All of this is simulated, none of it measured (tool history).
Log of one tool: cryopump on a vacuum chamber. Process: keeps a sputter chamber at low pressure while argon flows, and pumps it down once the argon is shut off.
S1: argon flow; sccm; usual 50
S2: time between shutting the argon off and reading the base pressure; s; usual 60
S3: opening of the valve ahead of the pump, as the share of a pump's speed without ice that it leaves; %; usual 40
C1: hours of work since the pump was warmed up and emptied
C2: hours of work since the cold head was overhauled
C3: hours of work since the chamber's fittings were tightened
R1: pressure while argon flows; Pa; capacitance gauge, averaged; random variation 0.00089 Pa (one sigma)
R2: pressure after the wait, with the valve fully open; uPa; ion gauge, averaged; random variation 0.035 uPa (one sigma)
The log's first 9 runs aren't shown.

run	hour	S1	S2	S3	C1	C2	C3	R1	R2
10	220.7	50	60	31	32	1050	1131	0.237	3.1
11	254.8	50	60	31	60	1078	1160	0.2389	3.26
12	274	50	60	31	77	1094	1176	0.2401	3.26
13	291.6	44	60	31	91	1109	1191	0.2116	3.31
14	322.3	44	60	31	117	1135	1216	0.2125	3.35
15	356.3	44	60	31	146	1163	1245	0.213	3.38
16	372.5	44	60	31	159	1177	1259	0.2147	3.36
17	398.2	50	60	40	181	1199	1280	0.191	3.47
18	433.8	39	116	57	211	1228	1310	0.1084	2.68
19	459.6	76	60	31	232	1250	1332	0.3751	3.5
20	488.1	76	60	31	256	1274	1355	0.3799	3.66
21	523.6	76	73	31	286	1304	1385	0.3781	3.33
22	549.6	27	199	40	308	1326	1407	0.1062	2.51
# hour 574.9: pump warmed up, emptied and cooled again
23	575.9	50	41	57	1	1343	1425	0.1295	4.31
24	610.5	47	58	40	30	1372	1454	0.1739	3.5
25	635.9	47	58	40	51	1394	1475	0.1739	3.62
26	650.6	20	165	20	63	1406	1487	0.1472	2.51
27	676.5	50	42	40	85	1428	1509	0.187	4.26
28	705.1	63	60	17	109	1452	1533	0.5468	3.72
29	724.2	50	60	15	125	1468	1549	0.4916	3.68
30	748	50	173	30	145	1488	1569	0.2521	2.68
31	772.2	50	173	30	165	1508	1589	0.2532	2.74
32	801.9	32	60	40	190	1533	1614	0.1216	3.84
33	823	32	60	40	208	1550	1632	0.1225	3.87
34	840.9	55	87	16	223	1566	1647	0.5151	3.34

3 ways to go on from here, each from the tool as it stands after run 34. What would each give?
A	859.5	51	269	24	239	1581	1663	?	?
B	859.5	50	119	40	239	1581	1663	?	?
C	859.5	39	158	52	239	1581	1663	?	?

run	R1	R2
A	0.3241	2.61
B	0.1941	3.14
C	0.1192	2.85
Without the tool's hidden state the same runs would have given:
run	R1	R2
A	0.312	0.63
B	0.1822	1.11
C	0.1099	0.86
